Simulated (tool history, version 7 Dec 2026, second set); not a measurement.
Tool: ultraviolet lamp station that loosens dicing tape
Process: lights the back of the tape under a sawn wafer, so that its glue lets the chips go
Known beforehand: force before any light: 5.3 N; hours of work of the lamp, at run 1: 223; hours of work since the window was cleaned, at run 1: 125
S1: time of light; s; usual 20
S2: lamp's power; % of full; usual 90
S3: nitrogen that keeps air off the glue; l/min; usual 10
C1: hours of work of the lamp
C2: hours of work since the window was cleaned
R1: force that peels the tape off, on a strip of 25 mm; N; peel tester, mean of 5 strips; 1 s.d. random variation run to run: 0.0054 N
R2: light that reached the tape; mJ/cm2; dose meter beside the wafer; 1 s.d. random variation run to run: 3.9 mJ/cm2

run 1 hour=0 | S1=20 S2=90 S3=10 | C1=223 C2=125 | R1=0.131 R2=613
run 2 hour=75.7 | S1=20 S2=90 S3=10 | C1=267 C2=170 | R1=0.126 R2=612
run 3 hour=142.4 | S1=20 S2=90 S3=10 | C1=306 C2=209 | R1=0.121 R2=600
run 4 hour=212.5 | S1=20 S2=88 S3=10 | C1=348 C2=250 | R1=0.144 R2=579
-- hour=224.1 window cleaned of glue's vapour
run 5 hour=260.3 | S1=20 S2=88 S3=10 | C1=375 C2=21 | R1=0.13 R2=594
run 6 hour=322 | S1=20 S2=90 S3=10 | C1=412 C2=57 | R1=0.131 R2=604
run 7 hour=361.3 | S1=20 S2=90 S3=10 | C1=435 C2=81 | R1=0.125 R2=600
run 8 hour=445.2 | S1=20 S2=90 S3=10 | C1=484 C2=130 | R1=0.136 R2=583
run 9 hour=483.3 | S1=20 S2=90 S3=10 | C1=506 C2=152 | R1=0.133 R2=585
run 10 hour=538.1 | S1=20 S2=90 S3=10 | C1=539 C2=184 | R1=0.139 R2=579
run 11 hour=594 | S1=22 S2=90 S3=10 | C1=571 C2=217 | R1=0.129 R2=628
-- hour=668.5 window cleaned of glue's vapour
run 12 hour=673.9 | S1=22 S2=90 S3=10 | C1=618 C2=3 | R1=0.119 R2=654
run 13 hour=753.7 | S1=22 S2=90 S3=10 | C1=665 C2=50 | R1=0.108 R2=648
run 14 hour=823.3 | S1=22 S2=90 S3=10 | C1=706 C2=91 | R1=0.116 R2=628
run 15 hour=872 | S1=20 S2=76 S3=9 | C1=734 C2=120 | R1=0.249 R2=482
run 16 hour=940.1 | S1=20 S2=76 S3=9 | C1=774 C2=159 | R1=0.255 R2=471
run 17 hour=977.4 | S1=16 S2=70 S3=10 | C1=796 C2=181 | R1=0.468 R2=345
run 18 hour=1021.5 | S1=16 S2=70 S3=10 | C1=822 C2=207 | R1=0.476 R2=345
run 19 hour=1083.5 | S1=20 S2=63 S3=6 | C1=859 C2=244 | R1=0.588 R2=375
-- hour=1107.2 window cleaned of glue's vapour
run 20 hour=1140.9 | S1=20 S2=63 S3=6 | C1=892 C2=20 | R1=0.567 R2=397
run 21 hour=1216.8 | S1=20 S2=94 S3=13 | C1=937 C2=64 | R1=0.114 R2=577
run 22 hour=1289.2 | S1=13 S2=78 S3=14 | C1=979 C2=107 | R1=0.466 R2=306
run 23 hour=1355.1 | S1=13 S2=70 S3=4 | C1=1018 C2=146 | R1=1.413 R2=270
run 24 hour=1397.4 | S1=20 S2=74 S3=16 | C1=1043 C2=170 | R1=0.178 R2=439
run 25 hour=1477.3 | S1=20 S2=74 S3=16 | C1=1090 C2=217 | R1=0.185 R2=431

Alternative continuations, all from the tool just after run 25; predict every row:
run A hour=1516.1 | S1=31 S2=90 S3=3 | C1=1112 C2=240 | R1=? R2=?
run B hour=1516.1 | S1=18 S2=68 S3=10 | C1=1112 C2=240 | R1=? R2=?
run C hour=1516.1 | S1=28 S2=91 S3=13 | C1=1112 C2=240 | R1=? R2=?
run D hour=1516.1 | S1=17 S2=74 S3=16 | C1=1112 C2=240 | R1=? R2=?
run E hour=1516.1 | S1=20 S2=74 S3=5 | C1=1112 C2=240 | R1=? R2=?

run=A R1=0.22 R2=806
run=B R1=0.437 R2=350
run=C R1=0.084 R2=732
run=D R1=0.279 R2=361
run=E R1=0.555 R2=422
Take away the tool's hidden state, keep each run's random variation, and the runs would have read:
run=A R1=0.123 R2=1048
run=B R1=0.234 R2=456
run=C R1=0.074 R2=953
run=D R1=0.149 R2=471
run=E R1=0.306 R2=549
